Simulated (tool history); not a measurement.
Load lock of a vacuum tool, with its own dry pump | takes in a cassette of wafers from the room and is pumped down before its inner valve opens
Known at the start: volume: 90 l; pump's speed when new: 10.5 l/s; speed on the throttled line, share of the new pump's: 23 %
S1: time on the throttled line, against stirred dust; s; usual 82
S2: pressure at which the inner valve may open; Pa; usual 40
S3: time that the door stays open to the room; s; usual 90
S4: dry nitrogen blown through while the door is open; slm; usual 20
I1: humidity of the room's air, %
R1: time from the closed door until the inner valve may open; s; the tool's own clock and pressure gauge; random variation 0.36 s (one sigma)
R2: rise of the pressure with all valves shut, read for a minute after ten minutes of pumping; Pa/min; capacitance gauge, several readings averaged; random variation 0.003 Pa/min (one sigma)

run 1 hour=0 | S1=82 S2=40 S3=90 S4=20 | I1=45.4 | R1=131.3 R2=0.038
run 2 hour=132.2 | S1=82 S2=40 S3=90 S4=20 | I1=46 | R1=131.8 R2=0.041
run 3 hour=206.8 | S1=82 S2=40 S3=90 S4=20 | I1=46.9 | R1=131.3 R2=0.038
run 4 hour=323.5 | S1=82 S2=40 S3=90 S4=20 | I1=42.8 | R1=131.6 R2=0.037
run 5 hour=380.2 | S1=82 S2=40 S3=90 S4=20 | I1=45.6 | R1=131.7 R2=0.042
run 6 hour=433.5 | S1=82 S2=54 S3=90 S4=20 | I1=42.2 | R1=129.4 R2=0.041
run 7 hour=506.1 | S1=82 S2=54 S3=90 S4=20 | I1=44.4 | R1=128.9 R2=0.033
run 8 hour=608 | S1=82 S2=54 S3=90 S4=20 | I1=44.2 | R1=128.5 R2=0.032
run 9 hour=709.7 | S1=82 S2=54 S3=90 S4=20 | I1=46.5 | R1=129.4 R2=0.042
run 10 hour=770.8 | S1=82 S2=69 S3=90 S4=20 | I1=48.4 | R1=126 R2=0.034
run 11 hour=824.6 | S1=138 S2=69 S3=90 S4=20 | I1=45.2 | R1=169.3 R2=0.039
run 12 hour=949.7 | S1=138 S2=69 S3=90 S4=20 | I1=48.3 | R1=168.7 R2=0.042
run 13 hour=1074.9 | S1=82 S2=40 S3=90 S4=7 | I1=43.8 | R1=131.8 R2=0.045
run 14 hour=1151.8 | S1=82 S2=40 S3=90 S4=7 | I1=47 | R1=131.8 R2=0.046
run 15 hour=1225.9 | S1=82 S2=40 S3=90 S4=7 | I1=47.4 | R1=131.7 R2=0.05
run 16 hour=1299.3 | S1=82 S2=40 S3=90 S4=7 | I1=44.9 | R1=131.5 R2=0.046
run 17 hour=1394.1 | S1=82 S2=63 S3=90 S4=20 | I1=45.7 | R1=128.4 R2=0.044
run 18 hour=1452.2 | S1=82 S2=63 S3=90 S4=20 | I1=46.6 | R1=127.4 R2=0.041
run 19 hour=1549.7 | S1=84 S2=75 S3=33 S4=21 | I1=48 | R1=127.6 R2=0.032
run 20 hour=1630.5 | S1=84 S2=75 S3=33 S4=21 | I1=47 | R1=127.7 R2=0.031
run 21 hour=1734.4 | S1=47 S2=40 S3=90 S4=38 | I1=47.6 | R1=105.2 R2=0.04
run 22 hour=1805.7 | S1=47 S2=40 S3=90 S4=38 | I1=46.2 | R1=105.1 R2=0.034
run 23 hour=1896.3 | S1=47 S2=40 S3=90 S4=38 | I1=47.6 | R1=105 R2=0.037
run 24 hour=1988 | S1=47 S2=60 S3=90 S4=38 | I1=45.3 | R1=101.6 R2=0.038
run 25 hour=2063 | S1=74 S2=34 S3=81 S4=18 | I1=49.5 | R1=127.4 R2=0.044
run 26 hour=2134.7 | S1=82 S2=40 S3=90 S4=5 | I1=46.4 | R1=132.5 R2=0.054
run 27 hour=2255.7 | S1=82 S2=58 S3=27 S4=20 | I1=45.2 | R1=128.5 R2=0.034
run 28 hour=2381.5 | S1=66 S2=40 S3=90 S4=20 | I1=43.4 | R1=120.4 R2=0.035
run 29 hour=2478.9 | S1=105 S2=40 S3=117 S4=5 | I1=43.2 | R1=149.9 R2=0.054
run 30 hour=2559.6 | S1=105 S2=40 S3=117 S4=5 | I1=46.8 | R1=149.8 R2=0.057
run 31 hour=2632.8 | S1=82 S2=41 S3=90 S4=6 | I1=50 | R1=131.6 R2=0.052
run 32 hour=2720.4 | S1=82 S2=46 S3=90 S4=4 | I1=45 | R1=130.8 R2=0.05
run 33 hour=2782.3 | S1=54 S2=46 S3=137 S4=4 | I1=46 | R1=110.3 R2=0.054
run 34 hour=2902.6 | S1=54 S2=46 S3=137 S4=4 | I1=43.4 | R1=110 R2=0.055
run 35 hour=2975 | S1=54 S2=46 S3=137 S4=4 | I1=43.9 | R1=109.7 R2=0.058
run 36 hour=3103.2 | S1=54 S2=46 S3=137 S4=4 | I1=46.1 | R1=109.8 R2=0.056

The same runs without the tool's hidden state, with the same run-to-run variation:
The hidden state here: pump's speed, % of a new pump's; leak at the door's seal, Pa l/s; drift of the gauge itself on ready_s, %; drift of the gauge itself on rise_pa_min, %.
run=1 R1=130.5 R2=0.025
run=2 R1=130.9 R2=0.028
run=3 R1=130.4 R2=0.026
run=4 R1=130.7 R2=0.024
run=5 R1=130.7 R2=0.028
run=6 R1=128.4 R2=0.027
run=7 R1=127.9 R2=0.02
run=8 R1=127.5 R2=0.018
run=9 R1=128.4 R2=0.028
run=10 R1=125 R2=0.02
run=11 R1=168.5 R2=0.024
run=12 R1=167.9 R2=0.027
run=13 R1=130.6 R2=0.03
run=14 R1=130.6 R2=0.03
run=15 R1=130.5 R2=0.035
run=16 R1=130.2 R2=0.031
run=17 R1=127.2 R2=0.028
run=18 R1=126.1 R2=0.025
run=19 R1=126.4 R2=0.016
run=20 R1=126.5 R2=0.015
run=21 R1=103.5 R2=0.023
run=22 R1=103.4 R2=0.017
run=23 R1=103.2 R2=0.02
run=24 R1=99.9 R2=0.021
run=25 R1=125.8 R2=0.027
run=26 R1=130.9 R2=0.036
run=27 R1=127 R2=0.016
run=28 R1=118.6 R2=0.016
run=29 R1=148.4 R2=0.035
run=30 R1=148.3 R2=0.038
run=31 R1=129.9 R2=0.033
run=32 R1=129.1 R2=0.031
run=33 R1=108.3 R2=0.034
run=34 R1=107.9 R2=0.036
run=35 R1=107.7 R2=0.038
run=36 R1=107.7 R2=0.036
